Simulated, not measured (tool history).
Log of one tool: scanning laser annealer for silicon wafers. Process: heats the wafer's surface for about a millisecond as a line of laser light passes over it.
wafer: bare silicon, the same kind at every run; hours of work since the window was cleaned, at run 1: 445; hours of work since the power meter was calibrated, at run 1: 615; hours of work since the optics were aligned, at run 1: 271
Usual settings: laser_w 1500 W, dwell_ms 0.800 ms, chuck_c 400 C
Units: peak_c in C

| run | hour | laser_w | dwell_ms | chuck_c | hours of work since the window was cleaned | hours of work since the power meter was calibrated | hours of work since the optics were aligned | peak_c |
|---|---|---|---|---|---|---|---|---|
| 1 | 0.0 | 1500 | 0.800 | 400 | 445 | 615 | 271 | 1223 |
| 2 | 11.7 | 1500 | 0.800 | 400 | 453 | 623 | 278 | 1224 |
| 3 | 22.1 | 1500 | 0.605 | 400 | 460 | 629 | 285 | 1115 |
| 4 | 35.5 | 1434 | 0.605 | 400 | 468 | 638 | 294 | 1085 |
| 5 | 58.2 | 1500 | 0.800 | 400 | 483 | 653 | 308 | 1222 |
| 6 | 71.3 | 1500 | 0.800 | 400 | 491 | 661 | 317 | 1221 |
| 7 | 92.5 | 1500 | 0.800 | 400 | 505 | 675 | 331 | 1221 |
| 8 | 115.7 | 1500 | 0.800 | 400 | 520 | 690 | 346 | 1218 |
| 9 | 132.8 | 1500 | 0.800 | 400 | 531 | 701 | 357 | 1218 |
| 10 | 150.5 | 1323 | 0.800 | 365 | 543 | 712 | 368 | 1096 |
| 11 | 173.9 | 1500 | 0.648 | 400 | 558 | 727 | 383 | 1132 |
| 12 | 193.2 | 1409 | 0.800 | 400 | 570 | 740 | 396 | 1168 |
| 13 | 217.8 | 1288 | 0.917 | 379 | 586 | 756 | 411 | 1136 |
| 14 | 234.1 | 1288 | 0.907 | 413 | 596 | 766 | 422 | 1164 |
| 15 | 244.3 | 1620 | 0.601 | 413 | 603 | 773 | 428 | 1171 |
| 16 | 269.6 | 1377 | 0.601 | 375 | 619 | 789 | 445 | 1023 |
| 17 | 286.5 | 1552 | 0.749 | 364 | 630 | 800 | 456 | 1178 |
| 18 | 302.9 | 1573 | 0.878 | 400 | 641 | 811 | 466 | 1293 |

Some steps in peak_c between neighbouring runs. How much of each would the tool show without its hidden state too (settings, what came in, random variation), and how much is left for the hidden state, with any gauge scatter that isn't in both results?
The hidden state here: light that passes the window, % of a clean one's; laser's true power over the reading, %; width of the line over the set one, %; drift of the gauge itself on peak_c, C.
Run 16 -> 17: laser_w 1377 -> 1552, dwell_ms 0.601 -> 0.749, chuck_c 375 -> 364. peak_c +155 C: hidden state -7, all else +162.
